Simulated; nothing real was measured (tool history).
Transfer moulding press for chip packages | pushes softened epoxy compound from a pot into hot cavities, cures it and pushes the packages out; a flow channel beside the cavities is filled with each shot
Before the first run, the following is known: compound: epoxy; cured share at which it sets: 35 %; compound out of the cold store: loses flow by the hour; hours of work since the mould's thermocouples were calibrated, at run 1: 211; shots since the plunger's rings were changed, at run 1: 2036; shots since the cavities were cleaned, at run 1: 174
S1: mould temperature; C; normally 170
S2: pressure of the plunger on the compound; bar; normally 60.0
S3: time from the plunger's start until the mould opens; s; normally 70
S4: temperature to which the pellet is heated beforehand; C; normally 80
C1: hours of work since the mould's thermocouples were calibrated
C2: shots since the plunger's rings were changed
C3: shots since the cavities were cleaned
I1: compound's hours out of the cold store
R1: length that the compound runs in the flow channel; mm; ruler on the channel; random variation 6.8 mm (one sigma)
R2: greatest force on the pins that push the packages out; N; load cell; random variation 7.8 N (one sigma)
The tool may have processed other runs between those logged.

run	hour	S1	S2	S3	S4	C1	C2	C3	I1	R1	R2
1	0.0	170	60.0	70	80	211	2036	174	31.6	707	443
2	19.3	170	60.0	70	80	219	2209	347	18.2	745	526
3	42.3	170	60.0	70	80	229	2416	554	47.4	677	525
# hour 52.6: cavities cleaned with cleaning compound and waxed
4	68.7	170	60.0	70	80	239	2640	145	41.0	693	598
5	89.5	170	60.0	67	80	248	2827	332	37.9	701	671
6	100.6	170	60.0	67	80	253	2927	432	30.8	719	699
# hour 123.3: cavities cleaned with cleaning compound and waxed
7	125.2	170	60.0	67	80	262	3135	17	16.0	723	405
8	147.0	170	60.0	67	80	271	3331	213	11.8	737	520
9	159.9	170	60.0	67	80	277	3447	329	17.6	712	577
# hour 176.1: cavities cleaned with cleaning compound and waxed, once more
10	185.8	170	60.0	67	80	287	3666	87	27.4	704	426
11	202.7	173	60.0	60	88	294	3818	239	28.2	691	514
12	218.9	165	47.3	70	79	301	3964	385	35.3	625	727
13	241.7	165	47.3	70	79	311	4170	591	32.1	629	785
# hour 247.6: cavities cleaned with cleaning compound and waxed
14	256.0	165	49.7	106	87	316	4285	76	43.8	627	204
15	279.8	165	50.5	106	74	326	4499	290	22.1	649	281
16	301.8	165	50.5	58	77	335	4696	487	24.0	650	1151
# hour 319.0: cavities cleaned with cleaning compound and waxed
17	321.1	170	60.0	102	80	343	4856	18	15.7	698	173
18	339.7	165	72.2	51	75	351	5024	186	12.9	796	1081
# hour 352.8: plunger's sealing rings changed
19	357.4	164	73.5	82	87	357	42	323	28.2	860	485
20	375.8	164	72.0	70	90	365	207	488	26.6	868	789

Alternative continuations, all from the tool just after run 20; predict every row:
# hour 392.5: cavities cleaned with cleaning compound and waxed
A	397.8	176	60.0	70	80	373	391	47	38.8	?	?
# hour 392.5: cavities cleaned with cleaning compound and waxed
B	397.8	164	47.3	70	90	373	391	47	24.6	?	?
# hour 392.5: cavities cleaned with cleaning compound and waxed
C	397.8	170	68.9	70	78	373	391	47	21.7	?	?

run	R1	R2
A	708	236
B	678	528
C	820	367
Without the tool's unlogged condition, the same runs would have read:
run	R1	R2
A	715	215
B	685	483
C	828	337
